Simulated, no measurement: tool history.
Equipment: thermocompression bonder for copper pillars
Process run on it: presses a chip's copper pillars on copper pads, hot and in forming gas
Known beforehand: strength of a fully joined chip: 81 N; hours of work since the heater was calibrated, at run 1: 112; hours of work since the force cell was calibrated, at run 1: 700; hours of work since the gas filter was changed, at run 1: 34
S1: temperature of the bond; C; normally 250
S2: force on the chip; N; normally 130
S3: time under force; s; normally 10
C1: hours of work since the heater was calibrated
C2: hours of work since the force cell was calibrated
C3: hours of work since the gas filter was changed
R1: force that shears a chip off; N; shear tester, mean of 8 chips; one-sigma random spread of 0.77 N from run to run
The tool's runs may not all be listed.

run     day   S1   S2  S3   C1   C2   C3    R1
  1       0  250  130  10  112  700   34  55.9
  2   0.171  250  130  10  115  703   37  54.1
  3   0.546  250  130   9  121  708   43  53.3
  4   0.717  250  130   9  124  711   45  53.5
  5     0.9  250  130  10  126  714   48    55
  6   1.075  250  130  10  129  717   51  55.3
  7   1.312  250  130  10  133  720   54  54.2
  8   1.517  250  130  10  136  724   58  54.2
  9   1.733  250  130  10  139  727   61  54.3
 10   1.992  228  130  10  143  731   65  42.9
 11    2.35  228  130  10  149  737   71  43.7
 12   2.692  228  130  10  154  742   76  44.7
 13   2.967  228  130  10  159  746   80  44.2
 14   3.208  228  130  10  162  750   84  43.3
 15   3.467  228  130  10  166  754   88  43.6
 16   3.712  228  130  10  170  758   92  43.7
 17   4.054  250  141  10  176  763   97  57.5
 18   4.321  250  130  10  180  767  101    53
      4.458  -- force cell calibrated
 19    4.65  250  130  10  184    3  105  51.6
 20   4.983  250   85  10  189    8  111  37.2
 21   5.333  250   85  10  195   14  116    38
      5.412  -- force cell calibrated, once more
 22   5.788  250   85  10  201    6  122    42
 23   6.029  266  150  10  204   10  126  66.1
 24   6.417  253  105  22  210   16  132  61.4
 25   6.642  253  105  22  214   19  136  60.8
 26   7.029  234  130  28  220   25  142  61.7
 27   7.412  234  130  28  226   31  148  63.2
 28   7.583  223   86  23  229   34  150  40.3
 29   7.958  254  130  17  234   40  156  63.4
 30   8.333  248  130   7  240   46  162  49.2
 31   8.667  248  152   7  245   51  167  54.2
 32   8.858  256  152  18  248   54  170  67.3
 33   9.233  257  158  10  254   60  176    63
 34   9.629  257  158  10  261   66  182  62.1
 35    9.95  257  134   7  265   71  187  53.8
 36  10.267  250   83  14  270   76  192  44.4
 37  10.488  237   88  20  274   79  195  44.6
 38  10.717  251  111  22  277   83  199  60.1
     10.888  -- forming gas filter changed
 39  11.038  232  134   9  282   87    2  49.9

Alternative continuations, all from the tool just after run 39; predict every row:
  A  11.429  221  183  15  288  93   8   ?
  B  11.429  250  130  18  288  93   8   ?
  C  11.429  232  101   9  288  93   8   ?
  D  11.429  224  130   5  288  93   8   ?

run    R1
  A  62.3
  B  67.9
  C  40.2
  D  36.2
Stripped of hidden state, with their random variation kept, the same runs would have yielded:
run    R1
  A    62
  B  67.8
  C  39.9
  D  35.8

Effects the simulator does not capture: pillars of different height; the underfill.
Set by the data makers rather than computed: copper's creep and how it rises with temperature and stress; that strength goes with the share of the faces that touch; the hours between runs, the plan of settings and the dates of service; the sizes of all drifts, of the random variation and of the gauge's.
